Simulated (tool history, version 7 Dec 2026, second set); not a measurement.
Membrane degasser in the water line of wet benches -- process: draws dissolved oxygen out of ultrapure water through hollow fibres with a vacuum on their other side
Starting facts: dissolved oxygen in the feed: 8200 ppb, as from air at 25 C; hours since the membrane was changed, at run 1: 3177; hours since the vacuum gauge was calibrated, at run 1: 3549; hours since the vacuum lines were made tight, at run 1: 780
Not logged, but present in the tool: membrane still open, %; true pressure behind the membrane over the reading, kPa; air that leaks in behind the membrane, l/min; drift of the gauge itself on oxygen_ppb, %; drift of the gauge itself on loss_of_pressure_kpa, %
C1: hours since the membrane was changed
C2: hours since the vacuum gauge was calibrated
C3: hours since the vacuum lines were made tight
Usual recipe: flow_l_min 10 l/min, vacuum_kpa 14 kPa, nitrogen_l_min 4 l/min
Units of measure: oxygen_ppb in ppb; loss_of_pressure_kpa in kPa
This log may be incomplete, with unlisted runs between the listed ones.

run 1 hour=0 | flow_l_min=10 vacuum_kpa=14 nitrogen_l_min=4 | C1=3177 C2=3549 C3=780 | oxygen_ppb=113.8 loss_of_pressure_kpa=60.16
run 2 hour=129.5 | flow_l_min=10 vacuum_kpa=14 nitrogen_l_min=4 | C1=3306 C2=3678 C3=909 | oxygen_ppb=114.4 loss_of_pressure_kpa=60.16
run 3 hour=217.3 | flow_l_min=10 vacuum_kpa=14 nitrogen_l_min=4 | C1=3394 C2=3766 C3=997 | oxygen_ppb=114.1 loss_of_pressure_kpa=60.62
run 4 hour=346.8 | flow_l_min=12 vacuum_kpa=14 nitrogen_l_min=4 | C1=3524 C2=3896 C3=1126 | oxygen_ppb=149.3 loss_of_pressure_kpa=72.74
run 5 hour=448.6 | flow_l_min=12 vacuum_kpa=14 nitrogen_l_min=4 | C1=3625 C2=3997 C3=1228 | oxygen_ppb=148.6 loss_of_pressure_kpa=72.75
run 6 hour=518.8 | flow_l_min=10 vacuum_kpa=14 nitrogen_l_min=4 | C1=3696 C2=4068 C3=1298 | oxygen_ppb=114.6 loss_of_pressure_kpa=60.43
run 7 hour=613.3 | flow_l_min=10 vacuum_kpa=14 nitrogen_l_min=4 | C1=3790 C2=4162 C3=1393 | oxygen_ppb=115 loss_of_pressure_kpa=60.87
-- hour=734.1 vacuum gauge calibrated
run 8 hour=749.5 | flow_l_min=10 vacuum_kpa=14 nitrogen_l_min=4 | C1=3926 C2=15 C3=1529 | oxygen_ppb=113.4 loss_of_pressure_kpa=60.98
run 9 hour=837.1 | flow_l_min=10 vacuum_kpa=14 nitrogen_l_min=4 | C1=4013 C2=103 C3=1616 | oxygen_ppb=114.2 loss_of_pressure_kpa=60.73
run 10 hour=939.5 | flow_l_min=10 vacuum_kpa=14 nitrogen_l_min=4 | C1=4116 C2=205 C3=1719 | oxygen_ppb=112.2 loss_of_pressure_kpa=60.89
run 11 hour=1065.5 | flow_l_min=10 vacuum_kpa=14 nitrogen_l_min=4 | C1=4242 C2=331 C3=1845 | oxygen_ppb=116.2 loss_of_pressure_kpa=60.62
run 12 hour=1163 | flow_l_min=10 vacuum_kpa=14 nitrogen_l_min=4 | C1=4339 C2=429 C3=1942 | oxygen_ppb=113.6 loss_of_pressure_kpa=60.52
run 13 hour=1253.7 | flow_l_min=10 vacuum_kpa=12.6 nitrogen_l_min=4 | C1=4430 C2=520 C3=2033 | oxygen_ppb=106.6 loss_of_pressure_kpa=61.04
run 14 hour=1390.5 | flow_l_min=10 vacuum_kpa=13 nitrogen_l_min=4 | C1=4567 C2=656 C3=2170 | oxygen_ppb=107 loss_of_pressure_kpa=61.13
run 15 hour=1495.8 | flow_l_min=10 vacuum_kpa=13 nitrogen_l_min=4 | C1=4672 C2=762 C3=2275 | oxygen_ppb=108.5 loss_of_pressure_kpa=61.64
run 16 hour=1558.4 | flow_l_min=10 vacuum_kpa=13 nitrogen_l_min=4 | C1=4735 C2=824 C3=2338 | oxygen_ppb=106.6 loss_of_pressure_kpa=61.12
run 17 hour=1679 | flow_l_min=11 vacuum_kpa=14 nitrogen_l_min=1.62 | C1=4855 C2=945 C3=2458 | oxygen_ppb=228.7 loss_of_pressure_kpa=67.38

Run 18 comes next. What will it give?
run 18 hour=1737.8 | flow_l_min=11 vacuum_kpa=14 nitrogen_l_min=1.62 | C1=4914 C2=1004 C3=2517 | oxygen_ppb=? loss_of_pressure_kpa=?

{"run 18": {"oxygen_ppb": 230.8, "loss_of_pressure_kpa": 67.26}}
On a tool with no hidden condition, and with the same random variation, this run would have come out at oxygen_ppb 230.6 ppb, loss_of_pressure_kpa 66.22 kPa.
